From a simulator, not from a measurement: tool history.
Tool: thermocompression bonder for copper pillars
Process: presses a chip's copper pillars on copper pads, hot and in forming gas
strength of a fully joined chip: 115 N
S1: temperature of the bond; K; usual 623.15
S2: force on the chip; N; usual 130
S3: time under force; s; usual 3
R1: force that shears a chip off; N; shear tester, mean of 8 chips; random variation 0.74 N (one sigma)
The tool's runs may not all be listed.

run 1 hour=0.0 | S1=623.15 S2=130 S3=3 | R1=49.5
run 2 hour=5.6 | S1=633.15 S2=130 S3=3 | R1=54.4
run 3 hour=15.5 | S1=633.15 S2=130 S3=3 | R1=55.4
run 4 hour=24.8 | S1=633.15 S2=130 S3=3 | R1=55.3
run 5 hour=36.4 | S1=623.15 S2=130 S3=3 | R1=50.3
run 6 hour=49.0 | S1=623.15 S2=130 S3=2 | R1=42.9
run 7 hour=55.2 | S1=623.15 S2=130 S3=2 | R1=42.6
run 8 hour=64.2 | S1=640.15 S2=112 S3=3 | R1=51.7

The next listed run, before its measurement:
-- hour=66.2 force cell calibrated
run 9 hour=75.9 | S1=594.15 S2=112 S3=6 | R1=?

Run 9 gave R1 39.9 N.
Without the tool's hidden state the same run would have given R1 45.2 N.
